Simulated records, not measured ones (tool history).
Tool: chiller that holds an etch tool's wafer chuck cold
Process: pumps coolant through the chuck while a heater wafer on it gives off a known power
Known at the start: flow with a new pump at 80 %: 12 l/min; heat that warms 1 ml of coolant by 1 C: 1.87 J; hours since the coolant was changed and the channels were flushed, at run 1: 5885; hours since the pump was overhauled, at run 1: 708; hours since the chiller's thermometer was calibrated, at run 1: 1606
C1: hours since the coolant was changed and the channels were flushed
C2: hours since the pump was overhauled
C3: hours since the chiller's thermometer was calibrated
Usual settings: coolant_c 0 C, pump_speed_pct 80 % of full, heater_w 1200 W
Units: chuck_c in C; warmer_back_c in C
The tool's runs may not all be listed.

Run 1, hour 0: usual settings; C1 5885; C2 708; C3 1606. Result: chuck_c 9.2 C, warmer_back_c 3.19 C.
Run 2, hour 44.7: usual settings; C1 5930; C2 753; C3 1651. Result: chuck_c 9.1 C, warmer_back_c 3.22 C.
Run 3, hour 76.8: usual settings; C1 5962; C2 785; C3 1683. Result: chuck_c 9.3 C, warmer_back_c 3.25 C.
Run 4, hour 136.1: usual settings; C1 6021; C2 844; C3 1742. Result: chuck_c 9.2 C, warmer_back_c 3.27 C.
Run 5, hour 198.7: usual settings; C1 6084; C2 906; C3 1805. Result: chuck_c 9.1 C, warmer_back_c 3.29 C.
Run 6, hour 259.7: usual settings; C1 6145; C2 967; C3 1866. Result: chuck_c 9.3 C, warmer_back_c 3.34 C.
Run 7, hour 302.3: usual settings; C1 6187; C2 1010; C3 1909. Result: chuck_c 9.2 C, warmer_back_c 3.3 C.
Run 8, hour 338.9: usual settings; C1 6224; C2 1047; C3 1945. Result: chuck_c 9.3 C, warmer_back_c 3.28 C.
Run 9, hour 381.4: usual settings; C1 6267; C2 1089; C3 1988. Result: chuck_c 9.4 C, warmer_back_c 3.32 C.
Run 10, hour 426.9: usual settings but coolant_c -8 C; C1 6312; C2 1135; C3 2033. Result: chuck_c 1.1 C, warmer_back_c 3.38 C.
Run 11, hour 485.9: usual settings but coolant_c -8 C; C1 6371; C2 1194; C3 2092. Result: chuck_c 1.2 C, warmer_back_c 3.36 C.
Run 12, hour 519.6: usual settings but coolant_c -8 C; C1 6405; C2 1227; C3 2126. Result: chuck_c 1.2 C, warmer_back_c 3.39 C.
Run 13, hour 554.9: usual settings but coolant_c -8 C; C1 6440; C2 1263; C3 2161. Result: chuck_c 1.3 C, warmer_back_c 3.38 C.
Run 14, hour 582.4: usual settings but coolant_c -8 C; C1 6468; C2 1290; C3 2189. Result: chuck_c 1.2 C, warmer_back_c 3.38 C.
Run 15, hour 622: usual settings but coolant_c -8 C; C1 6507; C2 1330; C3 2228. Result: chuck_c 1.1 C, warmer_back_c 3.45 C.
Run 16, hour 674.3: usual settings but coolant_c -8 C; C1 6559; C2 1382; C3 2280. Result: chuck_c 1.2 C, warmer_back_c 3.44 C.
Run 17, hour 734.3: usual settings but coolant_c 9 C, pump_speed_pct 83 % of full, heater_w 1418 W; C1 6619; C2 1442; C3 2340. Result: chuck_c 19.6 C, warmer_back_c 3.9 C.
Run 18, hour 788.8: usual settings but coolant_c 9 C, pump_speed_pct 78 % of full, heater_w 1418 W; C1 6674; C2 1497; C3 2395. Result: chuck_c 20.1 C, warmer_back_c 4.16 C.
Run 19, hour 852.9: usual settings but coolant_c 9 C, pump_speed_pct 100 % of full, heater_w 1418 W; C1 6738; C2 1561; C3 2459. Result: chuck_c 18.1 C, warmer_back_c 3.35 C.
Run 20, hour 889.3: usual settings but coolant_c 4 C, pump_speed_pct 76 % of full, heater_w 724 W; C1 6774; C2 1597; C3 2496. Result: chuck_c 9.8 C, warmer_back_c 2.32 C.
Run 21, hour 934.5: usual settings but coolant_c 4 C, pump_speed_pct 76 % of full, heater_w 724 W; C1 6820; C2 1642; C3 2541. Result: chuck_c 9.7 C, warmer_back_c 2.32 C.
Run 22, hour 995.8: usual settings but coolant_c 1 C, pump_speed_pct 76 % of full, heater_w 960 W; C1 6881; C2 1704; C3 2602. Result: chuck_c 8.7 C, warmer_back_c 3.02 C.
Run 23, hour 1051.5: usual settings but coolant_c -6 C; C1 6937; C2 1759; C3 2658. Result: chuck_c 3.2 C, warmer_back_c 3.55 C.
Run 24, hour 1104.4: usual settings but coolant_c -7 C, pump_speed_pct 97 % of full, heater_w 606 W; C1 6990; C2 1812; C3 2711. Result: chuck_c -3.1 C, warmer_back_c 1.71 C.
Run 25, hour 1153.9: usual settings but pump_speed_pct 97 % of full, heater_w 1513 W; C1 7039; C2 1862; C3 2760. Result: chuck_c 9.8 C, warmer_back_c 3.74 C.
Run 26, hour 1200.2: usual settings but coolant_c -10 C, pump_speed_pct 77 % of full, heater_w 1412 W; C1 7085; C2 1908; C3 2806. Result: chuck_c 1.2 C, warmer_back_c 4.36 C.
Run 27, hour 1230: usual settings but coolant_c -6 C, pump_speed_pct 91 % of full; C1 7115; C2 1938; C3 2836. Result: chuck_c 2.1 C, warmer_back_c 3.19 C.
At hour 1248.5: gauge calibrated.
Run 28, hour 1288.9: usual settings but coolant_c -9 C, pump_speed_pct 65 % of full, heater_w 1607 W; C1 7174; C2 1997; C3 2895. Result: chuck_c 5.7 C, warmer_back_c 5.23 C.
Run 29, hour 1320: usual settings but coolant_c -9 C, pump_speed_pct 65 % of full, heater_w 1607 W; C1 7205; C2 2028; C3 2926. Result: chuck_c 5.9 C, warmer_back_c 5.32 C.
Run 30, hour 1358.6: usual settings but coolant_c -9 C, pump_speed_pct 65 % of full, heater_w 1607 W; C1 7244; C2 2066; C3 2965. Result: chuck_c 5.8 C, warmer_back_c 5.34 C.
Run 31, hour 1418.3: usual settings but coolant_c -9 C, pump_speed_pct 65 % of full, heater_w 1607 W; C1 7303; C2 2126; C3 3025. Result: chuck_c 5.8 C, warmer_back_c 5.37 C.
Run 32, hour 1450.2: usual settings but coolant_c -9 C, pump_speed_pct 84 % of full, heater_w 1216 W; C1 7335; C2 2158; C3 3056. Result: chuck_c 0 C, warmer_back_c 3.2 C.

3 ways to go on from here, each from the tool as it stands after run 32. What would each give?
At hour 1487.5: chiller's thermometer calibrated.
Run A, hour 1490: usual settings but coolant_c 5 C; C1 7374; C2 2197; C3 3. Result: chuck_c ?, warmer_back_c ?.
At hour 1487.5: chiller's thermometer calibrated.
Run B, hour 1490: usual settings but coolant_c -9 C, pump_speed_pct 91 % of full, heater_w 1216 W; C1 7374; C2 2197; C3 3. Result: chuck_c ?, warmer_back_c ?.
At hour 1487.5: chiller's thermometer calibrated.
Run C, hour 1490: usual settings but pump_speed_pct 64 % of full, heater_w 1526 W; C1 7374; C2 2197; C3 3. Result: chuck_c ?, warmer_back_c ?.

run  chuck_c  warmer_back_c
  A     14.1            3.3
  B     -0.5           2.95
  C     14.1           5.19
Without the tool's hidden state the same runs would have given:
run  chuck_c  warmer_back_c
  A     14.1           3.22
  B     -0.6           2.88
  C     14.1           5.11
